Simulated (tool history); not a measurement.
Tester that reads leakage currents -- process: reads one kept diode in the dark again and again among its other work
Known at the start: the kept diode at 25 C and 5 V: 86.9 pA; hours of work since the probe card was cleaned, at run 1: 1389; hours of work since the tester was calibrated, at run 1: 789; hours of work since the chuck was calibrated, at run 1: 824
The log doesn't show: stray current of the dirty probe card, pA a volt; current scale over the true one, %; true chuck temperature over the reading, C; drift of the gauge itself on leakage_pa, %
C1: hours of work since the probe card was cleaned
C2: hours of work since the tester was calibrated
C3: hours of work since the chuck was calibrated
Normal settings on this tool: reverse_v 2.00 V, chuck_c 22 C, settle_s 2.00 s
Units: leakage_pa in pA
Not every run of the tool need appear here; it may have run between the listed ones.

run 1 day=0.000 | reverse_v=2.00 chuck_c=22 settle_s=2.00 | C1=1389 C2=789 C3=824 | leakage_pa=45.34
run 2 day=0.929 | reverse_v=1.46 chuck_c=22 settle_s=2.00 | C1=1405 C2=806 C3=841 | leakage_pa=39.65
run 3 day=2.262 | reverse_v=2.00 chuck_c=22 settle_s=0.48 | C1=1430 C2=830 C3=865 | leakage_pa=45.74
run 4 day=2.867 | reverse_v=2.00 chuck_c=22 settle_s=0.48 | C1=1441 C2=841 C3=876 | leakage_pa=45.78
run 5 day=3.950 | reverse_v=2.00 chuck_c=25 settle_s=2.00 | C1=1461 C2=861 C3=896 | leakage_pa=58.88
run 6 day=4.888 | reverse_v=2.00 chuck_c=31 settle_s=2.00 | C1=1478 C2=878 C3=913 | leakage_pa=99.12
run 7 day=5.654 | reverse_v=2.00 chuck_c=22 settle_s=0.76 | C1=1492 C2=892 C3=927 | leakage_pa=45.40
run 8 day=6.450 | reverse_v=2.00 chuck_c=22 settle_s=2.00 | C1=1506 C2=906 C3=942 | leakage_pa=45.21
run 9 day=7.367 | reverse_v=2.00 chuck_c=22 settle_s=2.00 | C1=1523 C2=923 C3=958 | leakage_pa=45.11
run 10 day=8.612 | reverse_v=2.00 chuck_c=22 settle_s=2.00 | C1=1546 C2=946 C3=981 | leakage_pa=45.17
run 11 day=9.858 | reverse_v=2.00 chuck_c=22 settle_s=2.00 | C1=1568 C2=968 C3=1004 | leakage_pa=45.30
run 12 day=10.575 | reverse_v=2.00 chuck_c=30 settle_s=2.00 | C1=1581 C2=981 C3=1017 | leakage_pa=91.21
run 13 day=11.508 | reverse_v=2.00 chuck_c=22 settle_s=2.00 | C1=1598 C2=998 C3=1034 | leakage_pa=45.41
run 14 day=12.492 | reverse_v=2.00 chuck_c=22 settle_s=2.00 | C1=1616 C2=1016 C3=1052 | leakage_pa=45.34
run 15 day=13.900 | reverse_v=2.00 chuck_c=22 settle_s=2.00 | C1=1642 C2=1042 C3=1077 | leakage_pa=45.44
run 16 day=14.562 | reverse_v=2.00 chuck_c=26 settle_s=2.00 | C1=1654 C2=1054 C3=1089 | leakage_pa=64.28
run 17 day=15.958 | reverse_v=2.00 chuck_c=22 settle_s=2.00 | C1=1680 C2=1080 C3=1115 | leakage_pa=45.33
run 18 day=16.950 | reverse_v=6.84 chuck_c=22 settle_s=2.00 | C1=1698 C2=1098 C3=1133 | leakage_pa=76.62
run 19 day=18.279 | reverse_v=6.84 chuck_c=22 settle_s=2.00 | C1=1722 C2=1122 C3=1157 | leakage_pa=76.64
run 20 day=19.229 | reverse_v=6.84 chuck_c=22 settle_s=2.00 | C1=1739 C2=1139 C3=1175 | leakage_pa=76.91
run 21 day=19.933 | reverse_v=6.84 chuck_c=22 settle_s=2.00 | C1=1752 C2=1152 C3=1187 | leakage_pa=76.48
run 22 day=20.808 | reverse_v=2.57 chuck_c=30 settle_s=8.04 | C1=1768 C2=1168 C3=1203 | leakage_pa=101.49
run 23 day=21.967 | reverse_v=11.68 chuck_c=23 settle_s=1.13 | C1=1789 C2=1189 C3=1224 | leakage_pa=106.53
run 24 day=23.088 | reverse_v=19.88 chuck_c=38 settle_s=1.13 | C1=1810 C2=1210 C3=1245 | leakage_pa=470.95
-- day=23.683 probe card cleaned and baked
run 25 day=23.925 | reverse_v=2.00 chuck_c=21 settle_s=1.89 | C1=4 C2=1223 C3=1258 | leakage_pa=41.49
run 26 day=25.321 | reverse_v=1.20 chuck_c=25 settle_s=3.56 | C1=30 C2=1248 C3=1283 | leakage_pa=47.40
run 27 day=26.292 | reverse_v=7.30 chuck_c=22 settle_s=2.00 | C1=48 C2=1266 C3=1301 | leakage_pa=78.57
run 28 day=27.454 | reverse_v=1.42 chuck_c=22 settle_s=8.39 | C1=69 C2=1287 C3=1322 | leakage_pa=39.01
run 29 day=28.646 | reverse_v=1.42 chuck_c=22 settle_s=8.39 | C1=90 C2=1309 C3=1344 | leakage_pa=39.22
run 30 day=29.879 | reverse_v=1.89 chuck_c=48 settle_s=0.43 | C1=113 C2=1331 C3=1367 | leakage_pa=378.10
run 31 day=31.033 | reverse_v=1.17 chuck_c=41 settle_s=2.00 | C1=134 C2=1352 C3=1388 | leakage_pa=179.16
run 32 day=32.250 | reverse_v=2.00 chuck_c=33 settle_s=0.89 | C1=156 C2=1374 C3=1410 | leakage_pa=117.57
run 33 day=33.371 | reverse_v=2.00 chuck_c=25 settle_s=2.00 | C1=177 C2=1395 C3=1430 | leakage_pa=58.60
run 34 day=34.550 | reverse_v=2.00 chuck_c=22 settle_s=1.01 | C1=198 C2=1416 C3=1452 | leakage_pa=45.44
run 35 day=35.550 | reverse_v=1.15 chuck_c=49 settle_s=2.00 | C1=216 C2=1435 C3=1470 | leakage_pa=330.87
run 36 day=36.371 | reverse_v=1.87 chuck_c=36 settle_s=2.00 | C1=231 C2=1450 C3=1485 | leakage_pa=146.40
run 37 day=37.542 | reverse_v=9.14 chuck_c=22 settle_s=6.41 | C1=253 C2=1471 C3=1506 | leakage_pa=86.31
run 38 day=38.700 | reverse_v=11.63 chuck_c=43 settle_s=0.65 | C1=274 C2=1492 C3=1527 | leakage_pa=559.10
run 39 day=39.933 | reverse_v=1.22 chuck_c=43 settle_s=1.55 | C1=296 C2=1515 C3=1550 | leakage_pa=214.33

How the hidden state differs across the entries between the runs, from the last listed run before each to the first after it:
Logged between run 24 and run 25: probe card cleaned and baked (day 23.683)
  stray current of the dirty probe card, pA a volt: 0.033 -> 0.02
  measured value less the no-hidden-state value, leakage_pa: -0.02 -> -0.02 pA

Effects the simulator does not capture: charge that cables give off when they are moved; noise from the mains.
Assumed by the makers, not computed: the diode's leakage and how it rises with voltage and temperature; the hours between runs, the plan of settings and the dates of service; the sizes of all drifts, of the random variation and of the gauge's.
